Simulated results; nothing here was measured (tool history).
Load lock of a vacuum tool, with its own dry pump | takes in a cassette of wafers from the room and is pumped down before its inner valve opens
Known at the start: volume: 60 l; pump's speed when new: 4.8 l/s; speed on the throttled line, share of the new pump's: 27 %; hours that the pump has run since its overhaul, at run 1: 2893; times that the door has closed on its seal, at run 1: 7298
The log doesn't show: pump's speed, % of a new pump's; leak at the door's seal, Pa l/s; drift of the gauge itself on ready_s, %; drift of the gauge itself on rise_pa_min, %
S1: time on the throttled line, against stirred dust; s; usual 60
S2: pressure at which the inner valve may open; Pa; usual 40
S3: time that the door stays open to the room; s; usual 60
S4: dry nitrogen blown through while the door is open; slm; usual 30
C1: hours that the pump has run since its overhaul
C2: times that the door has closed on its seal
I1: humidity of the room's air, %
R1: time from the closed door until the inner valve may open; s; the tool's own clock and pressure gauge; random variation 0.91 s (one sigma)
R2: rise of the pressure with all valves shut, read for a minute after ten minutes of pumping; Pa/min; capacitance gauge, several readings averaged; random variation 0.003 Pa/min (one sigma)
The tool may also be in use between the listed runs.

{"run": 1, "hour": 0.0, "S1": 60, "S2": 40, "S3": 60, "S4": 30, "C1": 2893, "C2": 7298, "I1": 44.9, "R1": 146.1, "R2": 0.061}
{"run": 2, "hour": 514.6, "S1": 60, "S2": 40, "S3": 60, "S4": 30, "C1": 3407, "C2": 9112, "I1": 43.3, "R1": 146.6, "R2": 0.072}
{"run": 3, "hour": 905.5, "S1": 60, "S2": 37, "S3": 60, "S4": 30, "C1": 3798, "C2": 10489, "I1": 46, "R1": 150, "R2": 0.089}
{"run": 4, "hour": 1263.3, "S1": 60, "S2": 40, "S3": 60, "S4": 30, "C1": 4156, "C2": 11750, "I1": 43.9, "R1": 148.4, "R2": 0.106}
{"run": 5, "hour": 1744.1, "S1": 60, "S2": 40, "S3": 60, "S4": 30, "C1": 4637, "C2": 13444, "I1": 42.9, "R1": 147.9, "R2": 0.115}
{"run": 6, "hour": 2262.0, "S1": 60, "S2": 40, "S3": 60, "S4": 30, "C1": 5155, "C2": 15269, "I1": 49.4, "R1": 149.6, "R2": 0.142}
{"run": 7, "hour": 2600.1, "S1": 110, "S2": 33, "S3": 60, "S4": 17, "C1": 5493, "C2": 16460, "I1": 43.1, "R1": 188.4, "R2": 0.156}
{"run": 8, "hour": 2967.0, "S1": 35, "S2": 34, "S3": 60, "S4": 12, "C1": 5860, "C2": 17753, "I1": 49.4, "R1": 138.4, "R2": 0.187}
{"run": 9, "hour": 3272.4, "S1": 35, "S2": 36, "S3": 45, "S4": 12, "C1": 6165, "C2": 18829, "I1": 44.5, "R1": 133.9, "R2": 0.197}

The next listed run, before its measurement:
{"run": 10, "hour": 3732.6, "S1": 60, "S2": 40, "S3": 56, "S4": 44, "C1": 6625, "C2": 20451, "I1": 44.6, "R1": "?", "R2": "?"}

{"run 10": {"R1": 153.9, "R2": 0.195}}
Without the tool's hidden state the same run would have given R1 144.9 s, R2 0.018 Pa/min.
